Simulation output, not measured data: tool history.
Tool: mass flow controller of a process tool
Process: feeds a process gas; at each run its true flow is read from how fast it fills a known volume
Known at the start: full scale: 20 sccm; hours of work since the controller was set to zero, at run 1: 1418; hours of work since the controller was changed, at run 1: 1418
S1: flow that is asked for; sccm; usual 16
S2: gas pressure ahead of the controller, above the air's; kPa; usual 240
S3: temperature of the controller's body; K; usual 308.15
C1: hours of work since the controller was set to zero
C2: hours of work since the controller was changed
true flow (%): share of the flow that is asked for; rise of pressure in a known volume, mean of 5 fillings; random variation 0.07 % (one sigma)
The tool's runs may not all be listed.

run 1 hour=0.0 | S1=16 S2=240 S3=308.15 | C1=1418 C2=1418 | true_flow_(%)=99.00
run 2 hour=56.7 | S1=16 S2=240 S3=308.15 | C1=1451 C2=1451 | true_flow_(%)=99.02
run 3 hour=114.3 | S1=16 S2=240 S3=308.15 | C1=1486 C2=1486 | true_flow_(%)=99.06
run 4 hour=208.1 | S1=16 S2=240 S3=308.15 | C1=1542 C2=1542 | true_flow_(%)=99.24
run 5 hour=268.2 | S1=16 S2=240 S3=308.15 | C1=1578 C2=1578 | true_flow_(%)=99.24
run 6 hour=330.8 | S1=16 S2=240 S3=310.15 | C1=1615 C2=1615 | true_flow_(%)=99.31
run 7 hour=390.3 | S1=16 S2=240 S3=310.15 | C1=1650 C2=1650 | true_flow_(%)=99.30
run 8 hour=439.5 | S1=16 S2=240 S3=310.15 | C1=1680 C2=1680 | true_flow_(%)=99.23
run 9 hour=526.5 | S1=16 S2=240 S3=308.15 | C1=1732 C2=1732 | true_flow_(%)=99.52
run 10 hour=575.9 | S1=16 S2=240 S3=307.15 | C1=1761 C2=1761 | true_flow_(%)=99.52
run 11 hour=642.9 | S1=4 S2=240 S3=312.15 | C1=1801 C2=1801 | true_flow_(%)=97.90
run 12 hour=696.1 | S1=9 S2=240 S3=296.15 | C1=1833 C2=1833 | true_flow_(%)=99.25
run 13 hour=773.4 | S1=9 S2=203 S3=306.15 | C1=1879 C2=1879 | true_flow_(%)=99.01
run 14 hour=841.5 | S1=10 S2=157 S3=298.15 | C1=1920 C2=1920 | true_flow_(%)=99.75
run 15 hour=890.2 | S1=10 S2=157 S3=298.15 | C1=1949 C2=1949 | true_flow_(%)=99.73
run 16 hour=939.6 | S1=3 S2=178 S3=299.15 | C1=1978 C2=1978 | true_flow_(%)=98.88
run 17 hour=979.8 | S1=5 S2=165 S3=311.15 | C1=2002 C2=2002 | true_flow_(%)=98.85

Forecast each of these 3 alternatives for the next run:
run A hour=1037.5 | S1=5 S2=265 S3=295.15 | C1=2037 C2=2037 | true_flow_(%)=?
run B hour=1037.5 | S1=6 S2=228 S3=309.15 | C1=2037 C2=2037 | true_flow_(%)=?
run C hour=1037.5 | S1=2 S2=165 S3=311.15 | C1=2037 C2=2037 | true_flow_(%)=?

run=A true_flow_(%)=98.72
run=B true_flow_(%)=98.86
run=C true_flow_(%)=98.51
Without the tool's hidden state the same runs would have given:
run=A true_flow_(%)=97.71
run=B true_flow_(%)=97.86
run=C true_flow_(%)=97.51

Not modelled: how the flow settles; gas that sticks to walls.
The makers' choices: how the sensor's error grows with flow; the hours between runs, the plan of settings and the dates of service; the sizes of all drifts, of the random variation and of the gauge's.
